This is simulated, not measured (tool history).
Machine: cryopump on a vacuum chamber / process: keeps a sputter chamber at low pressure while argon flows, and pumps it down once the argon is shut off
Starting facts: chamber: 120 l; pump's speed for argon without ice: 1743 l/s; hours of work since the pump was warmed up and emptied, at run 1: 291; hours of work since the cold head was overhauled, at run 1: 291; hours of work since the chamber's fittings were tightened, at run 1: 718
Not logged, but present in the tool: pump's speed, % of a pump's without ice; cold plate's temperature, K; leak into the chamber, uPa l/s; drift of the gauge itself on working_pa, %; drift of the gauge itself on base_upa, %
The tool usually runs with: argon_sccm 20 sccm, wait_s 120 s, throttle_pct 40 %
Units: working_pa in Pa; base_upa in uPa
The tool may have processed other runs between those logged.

run	hour	argon_sccm	wait_s	throttle_pct	hours of work since the pump was warmed up and emptied	hours of work since the cold head was overhauled	hours of work since the chamber's fittings were tightened	working_pa	base_upa
1	0	20	120	40	291	291	718	0.0501	0.91
2	59.3	20	120	40	315	315	742	0.0502	0.89
3	103.1	20	120	40	332	332	759	0.0506	0.92
4	158.8	20	120	40	355	355	782	0.0515	0.88
5	219.2	20	120	40	379	379	806	0.051	0.92
6	260.1	9	120	40	396	396	823	0.0234	0.95
7	316.4	9	120	40	418	418	846	0.0233	0.94
8	381.7	20	120	50	445	445	872	0.0424	0.93
9	417.7	20	120	50	459	459	887	0.0425	0.96
10	455	20	120	50	474	474	902	0.0419	0.97
11	507.3	20	120	50	496	496	923	0.0415	0.98
12	543.2	39	120	40	510	510	937	0.1016	1
13	570.8	39	120	40	521	521	948	0.1023	1.03
14	603.6	39	120	40	535	535	962	0.1018	1.02
15	651.8	39	120	40	554	554	981	0.1019	1.02
16	703.7	39	120	40	575	575	1002	0.1022	1.1
17	764.6	12	227	43	600	600	1027	0.0296	0.86
18	806.4	24	120	40	616	616	1044	0.0639	1.08
19	860.5	20	132	46	638	638	1066	0.0463	1.06
20	909.8	11	120	26	658	658	1085	0.0441	1.1
21	965.7	12	31	59	681	681	1108	0.0231	2.23
22	1030.2	17	41	40	707	707	1134	0.0453	1.96
23	1087.9	27	120	23	730	730	1157	0.1206	1.1
24	1122.7	19	176	23	744	744	1171	0.0849	1.05
25	1169.1	20	148	40	763	763	1190	0.0533	1.07
26	1230.9	17	37	19	788	788	1215	0.0905	2.01
27	1294.6	17	37	19	814	814	1241	0.0929	2.12
28	1329.4	17	58	16	828	828	1255	0.1085	1.67
29	1359	32	132	23	840	840	1267	0.1444	1.21
30	1389.2	36	197	20	852	852	1279	0.1847	1.07
31	1419.4	36	197	20	864	864	1291	0.186	1.07

Consider 5 possible next runs. They are alternatives, not a sequence: every one starts from the tool as it was left by run 31. What does each give?
A	1461.6	28	44	39	881	881	1308	?	?
B	1461.6	14	69	20	881	881	1308	?	?
C	1461.6	32	134	20	881	881	1308	?	?
D	1461.6	36	197	24	881	881	1308	?	?
E	1461.6	20	120	48	881	881	1308	?	?

run	working_pa	base_upa
A	0.0786	1.9
B	0.0715	1.54
C	0.1652	1.24
D	0.1571	1.13
E	0.0473	1.25
What these runs would have given with no unlogged condition in the tool:
run	working_pa	base_upa
A	0.0694	1.19
B	0.0669	0.83
C	0.1546	0.53
D	0.1453	0.4
E	0.0408	0.54

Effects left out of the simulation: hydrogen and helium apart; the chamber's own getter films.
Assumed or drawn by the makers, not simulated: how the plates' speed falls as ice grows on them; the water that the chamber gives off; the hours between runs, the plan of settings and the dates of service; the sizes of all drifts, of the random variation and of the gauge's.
